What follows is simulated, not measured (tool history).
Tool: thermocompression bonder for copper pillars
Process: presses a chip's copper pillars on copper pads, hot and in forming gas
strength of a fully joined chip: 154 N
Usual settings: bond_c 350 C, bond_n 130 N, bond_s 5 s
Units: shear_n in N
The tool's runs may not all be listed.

| run | day | bond_c | bond_n | bond_s | shear_n |
|---|---|---|---|---|---|
| 1 | 0 | 350 | 130 | 5 | 66.1 |
| 2 | 1.583 | 350 | 130 | 5 | 65 |
| 3 | 3.246 | 350 | 130 | 5 | 64.4 |
|  | 7.033 | force cell calibrated |
| 4 | 7.15 | 350 | 130 | 5 | 60.3 |
| 5 | 10.012 | 335 | 130 | 5 | 47.8 |
| 6 | 13.283 | 335 | 100 | 5 | 38.3 |
| 7 | 16.054 | 335 | 100 | 5 | 37.1 |
|  | 18.662 | forming gas filter changed |
| 8 | 18.988 | 335 | 100 | 5 | 40.6 |
| 9 | 22.779 | 335 | 100 | 5 | 40.6 |
| 10 | 25.525 | 335 | 100 | 5 | 39.8 |
| 11 | 28.1 | 335 | 100 | 5 | 38.9 |
| 12 | 31.533 | 335 | 100 | 5 | 38.5 |
| 13 | 34.512 | 329 | 90 | 3 | 25.5 |
|  | 37.212 | forming gas filter changed |
| 14 | 37.896 | 329 | 90 | 11 | 47.4 |
| 15 | 41.312 | 329 | 90 | 11 | 47.5 |
|  | 42.008 | heater calibrated with a thermocouple chip |
| 16 | 45.188 | 329 | 90 | 11 | 53.2 |
| 17 | 48.596 | 329 | 90 | 11 | 51.4 |
| 18 | 50.521 | 329 | 90 | 11 | 51.2 |
| 19 | 52.2 | 344 | 90 | 11 | 61.2 |
| 20 | 55.538 | 374 | 130 | 3 | 66.4 |
|  | 55.904 | forming gas filter changed |
| 21 | 57.912 | 374 | 130 | 4 | 81.4 |
| 22 | 61.233 | 374 | 130 | 4 | 80.2 |
| 23 | 64.783 | 378 | 145 | 8 | 103.9 |

4 ways to go on from here, each from the tool as it stands after run 23. What would each give?
| A | 66.792 | 351 | 145 | 8 | ? |
| B | 66.792 | 350 | 115 | 5 | ? |
| C | 66.792 | 372 | 145 | 15 | ? |
| D | 66.792 | 336 | 117 | 10 | ? |

| run | shear_n |
|---|---|
| A | 80.1 |
| B | 59.4 |
| C | 115.1 |
| D | 64.7 |
Without the tool's hidden state the same runs would have given:
| run | shear_n |
|---|---|
| A | 86.5 |
| B | 64.1 |
| C | 124.1 |
| D | 70 |

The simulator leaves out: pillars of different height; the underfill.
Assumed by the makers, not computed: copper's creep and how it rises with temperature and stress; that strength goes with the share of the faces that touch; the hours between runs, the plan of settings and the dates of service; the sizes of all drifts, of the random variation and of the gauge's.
